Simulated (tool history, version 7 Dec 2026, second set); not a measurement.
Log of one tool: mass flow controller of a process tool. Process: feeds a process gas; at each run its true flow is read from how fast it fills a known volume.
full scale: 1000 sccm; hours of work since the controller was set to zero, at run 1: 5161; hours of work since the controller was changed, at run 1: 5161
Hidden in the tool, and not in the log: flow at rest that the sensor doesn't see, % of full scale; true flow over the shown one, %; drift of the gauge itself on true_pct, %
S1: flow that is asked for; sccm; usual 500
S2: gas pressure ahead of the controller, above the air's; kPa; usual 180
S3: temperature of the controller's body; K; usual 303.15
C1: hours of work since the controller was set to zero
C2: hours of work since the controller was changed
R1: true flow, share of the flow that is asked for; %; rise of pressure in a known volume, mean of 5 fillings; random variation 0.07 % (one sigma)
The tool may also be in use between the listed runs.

{"run": 1, "hour": 0.0, "S1": 500, "S2": 180, "S3": 303.15, "C1": 5161, "C2": 5161, "R1": 99.26}
{"run": 2, "hour": 207.7, "S1": 500, "S2": 180, "S3": 303.15, "C1": 5277, "C2": 5277, "R1": 99.2}
{"run": 3, "hour": 551.7, "S1": 500, "S2": 191, "S3": 303.15, "C1": 5469, "C2": 5469, "R1": 99.24}
{"run": 4, "hour": 776.9, "S1": 500, "S2": 180, "S3": 306.15, "C1": 5595, "C2": 5595, "R1": 99.41}
{"run": 5, "hour": 1265.3, "S1": 500, "S2": 180, "S3": 303.15, "C1": 5868, "C2": 5868, "R1": 98.96}
{"run": 6, "hour": 1497.1, "S1": 500, "S2": 180, "S3": 303.15, "C1": 5998, "C2": 5998, "R1": 98.9}
{"run": 7, "hour": 1781.1, "S1": 500, "S2": 180, "S3": 303.15, "C1": 6157, "C2": 6157, "R1": 98.8}
{"run": 8, "hour": 2212.1, "S1": 500, "S2": 192, "S3": 303.15, "C1": 6397, "C2": 6397, "R1": 98.77}
{"run": 9, "hour": 2427.0, "S1": 500, "S2": 180, "S3": 303.15, "C1": 6518, "C2": 6518, "R1": 98.71}
{"run": 10, "hour": 2791.7, "S1": 500, "S2": 180, "S3": 303.15, "C1": 6721, "C2": 6721, "R1": 98.64}
{"hour": 2924.6, "done": "controller's zero set anew"}
{"run": 11, "hour": 3064.3, "S1": 500, "S2": 180, "S3": 309.15, "C1": 78, "C2": 6873, "R1": 98.97}
{"run": 12, "hour": 3290.6, "S1": 500, "S2": 180, "S3": 309.15, "C1": 205, "C2": 7000, "R1": 98.91}
{"run": 13, "hour": 3703.5, "S1": 500, "S2": 180, "S3": 303.15, "C1": 435, "C2": 7231, "R1": 98.41}
{"run": 14, "hour": 4099.2, "S1": 500, "S2": 180, "S3": 303.15, "C1": 656, "C2": 7452, "R1": 98.33}
{"run": 15, "hour": 4483.2, "S1": 500, "S2": 180, "S3": 303.15, "C1": 871, "C2": 7666, "R1": 98.11}
{"run": 16, "hour": 4751.5, "S1": 500, "S2": 180, "S3": 303.15, "C1": 1021, "C2": 7816, "R1": 98.18}
{"run": 17, "hour": 5135.6, "S1": 532, "S2": 201, "S3": 303.15, "C1": 1236, "C2": 8031, "R1": 98.2}
{"run": 18, "hour": 5537.2, "S1": 532, "S2": 201, "S3": 303.15, "C1": 1460, "C2": 8255, "R1": 98.09}
{"run": 19, "hour": 5867.0, "S1": 532, "S2": 201, "S3": 303.15, "C1": 1644, "C2": 8440, "R1": 98.02}
{"run": 20, "hour": 6168.3, "S1": 256, "S2": 152, "S3": 301.15, "C1": 1813, "C2": 8608, "R1": 97.04}
{"hour": 6634.3, "done": "gauge calibrated"}
{"run": 21, "hour": 6634.3, "S1": 256, "S2": 152, "S3": 301.15, "C1": 2073, "C2": 8869, "R1": 98.57}
{"run": 22, "hour": 6976.4, "S1": 256, "S2": 152, "S3": 301.15, "C1": 2264, "C2": 9060, "R1": 98.45}
{"run": 23, "hour": 7247.6, "S1": 500, "S2": 185, "S3": 309.15, "C1": 2416, "C2": 9211, "R1": 99.68}
{"run": 24, "hour": 7498.7, "S1": 532, "S2": 182, "S3": 305.15, "C1": 2556, "C2": 9352, "R1": 99.33}
{"run": 25, "hour": 7734.1, "S1": 674, "S2": 144, "S3": 306.15, "C1": 2688, "C2": 9483, "R1": 99.43}
{"run": 26, "hour": 8040.9, "S1": 219, "S2": 159, "S3": 304.15, "C1": 2859, "C2": 9655, "R1": 98.4}
{"run": 27, "hour": 8430.2, "S1": 562, "S2": 195, "S3": 293.15, "C1": 3077, "C2": 9872, "R1": 98.46}
{"run": 28, "hour": 8857.6, "S1": 400, "S2": 199, "S3": 293.15, "C1": 3316, "C2": 10111, "R1": 97.93}
{"run": 29, "hour": 9273.0, "S1": 500, "S2": 237, "S3": 299.15, "C1": 3548, "C2": 10343, "R1": 98.69}
{"run": 30, "hour": 9649.3, "S1": 500, "S2": 237, "S3": 299.15, "C1": 3758, "C2": 10554, "R1": 98.41}

Forecast each of these 4 alternatives for the next run:
{"run": "A", "hour": 10142.6, "S1": 312, "S2": 153, "S3": 311.15, "C1": 4034, "C2": 10829, "R1": "?"}
{"run": "B", "hour": 10142.6, "S1": 344, "S2": 180, "S3": 303.15, "C1": 4034, "C2": 10829, "R1": "?"}
{"run": "C", "hour": 10142.6, "S1": 500, "S2": 164, "S3": 299.15, "C1": 4034, "C2": 10829, "R1": "?"}
{"run": "D", "hour": 10142.6, "S1": 346, "S2": 180, "S3": 303.15, "C1": 4034, "C2": 10829, "R1": "?"}

run=A R1=98.43
run=B R1=98.11
run=C R1=98.02
run=D R1=98.09
Without the tool's hidden state the same runs would have given:
run=A R1=99.33
run=B R1=99.01
run=C R1=98.92
run=D R1=98.99
